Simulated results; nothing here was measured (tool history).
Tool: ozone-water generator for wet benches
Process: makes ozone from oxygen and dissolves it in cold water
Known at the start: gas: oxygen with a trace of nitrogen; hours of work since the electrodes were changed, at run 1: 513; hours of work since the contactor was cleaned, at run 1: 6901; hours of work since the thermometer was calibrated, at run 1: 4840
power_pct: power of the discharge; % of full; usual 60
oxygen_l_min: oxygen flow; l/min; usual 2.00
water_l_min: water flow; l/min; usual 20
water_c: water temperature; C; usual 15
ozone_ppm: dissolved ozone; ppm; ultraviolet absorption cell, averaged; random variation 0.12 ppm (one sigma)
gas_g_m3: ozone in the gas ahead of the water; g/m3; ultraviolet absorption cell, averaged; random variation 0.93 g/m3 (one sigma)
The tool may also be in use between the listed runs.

run    hour  power_pct  oxygen_l_min  water_l_min  water_c  hours of work since the electrodes were changed  hours of work since the contactor was cleaned  hours of work since the thermometer was calibrated  ozone_ppm  gas_g_m3
  1     0.0         60          2.00           20       15                                              513                                           6901                                                4840       10.5     157.3
       53.1  -- water thermometer calibrated
  2    53.1         60          2.00           20       15                                              563                                           6950                                                   0       10.7     157.8
  3    90.1         60          2.00           20       15                                              597                                           6984                                                  34       10.2     155.2
  4   143.6         60          2.00           20       15                                              647                                           7034                                                  84       10.5     157.2
  5   208.3         60          2.00           20       15                                              707                                           7095                                                 145       10.5     157.8
  6   287.3         60          2.00           20       20                                              781                                           7168                                                 218       10.1     156.8
  7   349.2         60          2.00           20       20                                              838                                           7226                                                 276       10.2     156.5
  8   408.0         60          2.00           20       20                                              893                                           7281                                                 331       10.1     157.5
  9   476.1         60          2.00           20       20                                              957                                           7344                                                 394       10.0     156.9
 10   548.6         60          2.00           20       20                                             1024                                           7412                                                 462       10.0     157.0
 11   582.6         62          2.00           20       20                                             1056                                           7444                                                 494       10.4     160.1
 12   662.0         62          2.00           20       20                                             1130                                           7518                                                 568       10.3     162.5
 13   717.7         62          2.00           20       20                                             1182                                           7569                                                 619       10.1     161.8
 14   769.7         62          2.00           20       20                                             1230                                           7618                                                 668       10.4     160.6
 15   846.8         62          2.00           20       20                                             1302                                           7690                                                 740       10.4     160.9
 16   907.3         62          2.00           20       20                                             1359                                           7746                                                 796       10.4     160.8
      937.5  -- contactor cleaned
 17   961.9         62          1.52           20       17                                             1406                                             23                                                 843        9.9     186.4
 18  1030.1         47          1.61           20       16                                             1469                                             86                                                 907        8.1     143.4
 19  1100.2         69          2.00           20       15                                             1535                                            152                                                 972       11.7     176.6
 20  1172.9         80          2.00           29       10                                             1602                                            219                                                1040        9.5     199.5
 21  1229.9         91          2.00           29       10                                             1656                                            272                                                1093       10.8     222.4
 22  1307.0         91          1.89           17       10                                             1727                                            344                                                1165       17.5     233.8
 23  1369.6         46          1.30           17       10                                             1786                                            403                                                1223        9.0     161.6
 24  1429.5         43          2.00           29       15                                             1842                                            459                                                1279        5.5     117.9
 25  1504.9         43          2.00           20        8                                             1912                                            529                                                1349        8.2     118.5
 26  1568.1         60          2.57           26       11                                             1971                                            588                                                1408        9.0     137.1
 27  1647.4         60          2.57           26       11                                             2045                                            662                                                1482        8.9     135.5
 28  1700.3         86          2.18           26       11                                             2094                                            711                                                1532       11.8     200.0
 29  1780.0         60          2.24           20       15                                             2168                                            785                                                1606       11.0     147.7
 30  1852.6         43          2.00           24       23                                             2236                                            853                                                1673        6.4     119.5
 31  1888.6         81          3.15           16       13                                             2270                                            886                                                1707       17.5     156.1
 32  1934.1         81          3.15           16       13                                             2312                                            929                                                1749       17.9     157.1

3 ways to go on from here, each from the tool as it stands after run 32. What would each give?
  A  2010.4         90          2.00           29       21                                             2383                                           1000                                                1821          ?         ?
  B  2010.4         60          2.13           20        7                                             2383                                           1000                                                1821          ?         ?
  C  2010.4         81          3.15           32       13                                             2383                                           1000                                                1821          ?         ?

run  ozone_ppm  gas_g_m3
  A       10.0     221.9
  B       11.3     151.8
  C       10.0     157.3
Without the tool's hidden state the same runs would have given:
run  ozone_ppm  gas_g_m3
  A       10.0     222.0
  B       11.3     151.9
  C       10.0     157.4
